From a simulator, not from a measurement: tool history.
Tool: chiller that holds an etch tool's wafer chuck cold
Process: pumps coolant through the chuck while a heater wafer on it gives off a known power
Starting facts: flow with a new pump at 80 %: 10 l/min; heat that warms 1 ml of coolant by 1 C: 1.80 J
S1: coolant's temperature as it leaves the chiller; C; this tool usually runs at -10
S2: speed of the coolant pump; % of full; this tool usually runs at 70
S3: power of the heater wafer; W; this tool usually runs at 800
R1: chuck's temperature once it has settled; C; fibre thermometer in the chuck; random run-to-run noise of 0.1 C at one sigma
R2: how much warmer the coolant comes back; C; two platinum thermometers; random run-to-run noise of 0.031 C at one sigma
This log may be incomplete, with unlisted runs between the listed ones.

run,hour,S1,S2,S3,R1,R2
1,0,-10,70,800,-2.8,3.19
2,57.9,-10,70,800,-2.7,3.2
# hour 100.4: coolant changed, channels flushed
3,136.2,-10,70,800,-3.5,3.17
4,204.9,-10,70,800,-3.6,3.21
5,269.9,-10,70,800,-3.7,3.28
6,318.3,-10,70,800,-3.4,3.21
7,383.4,-10,70,800,-3.4,3.23
# hour 401.6: chiller's thermometer calibrated
8,428.3,-10,70,800,-3.9,3.26
9,480.4,-10,70,800,-3.8,3.27
10,540.6,-10,70,1180,-1.1,4.74
11,571,-10,75,1180,-1.3,4.43
12,609.5,-8,70,800,-1.8,3.23
13,665.1,-10,70,800,-3.8,3.22
14,711.1,-10,70,800,-3.8,3.23
15,767.7,-10,70,800,-3.9,3.25
16,830,-9,70,800,-2.7,3.21
17,877.8,-10,63,416,-6.6,1.96
18,936.5,-10,90,1098,-2.7,3.37
19,983.5,-18,84,843,-12,2.84
20,1026.9,-16,94,461,-12.8,1.41
21,1097,-17,80,440,-13.7,1.6
22,1160.2,-17,80,440,-13.8,1.57
23,1196.2,-15,68,516,-10.9,2.12
24,1234.2,-10,86,800,-4.5,2.6
25,1276.8,-6,64,977,2.2,4.42
26,1307.2,-6,64,977,2.2,4.46
27,1358.4,-9,65,722,-3,3.2
28,1396.9,-5,70,800,1.5,3.28
29,1463.8,-5,70,800,1.3,3.28
30,1506,-8,70,800,-1.4,3.32
31,1562.1,-1,70,800,5.5,3.37

Below are 4 alternative next runs, each starting from the tool's condition after run 31. Predict each:
A,1618,-1,92,800,?,?
B,1618,-10,70,483,?,?
C,1618,-10,77,433,?,?
D,1618,-19,62,632,?,?

run,R1,R2
A,4.5,2.47
B,-6.1,1.99
C,-6.7,1.64
D,-13.6,2.94
Stripped of hidden state, with their random variation kept, the same runs would have yielded:
run,R1,R2
A,3.9,2.3
B,-6.6,1.86
C,-7.1,1.53
D,-14.1,2.73

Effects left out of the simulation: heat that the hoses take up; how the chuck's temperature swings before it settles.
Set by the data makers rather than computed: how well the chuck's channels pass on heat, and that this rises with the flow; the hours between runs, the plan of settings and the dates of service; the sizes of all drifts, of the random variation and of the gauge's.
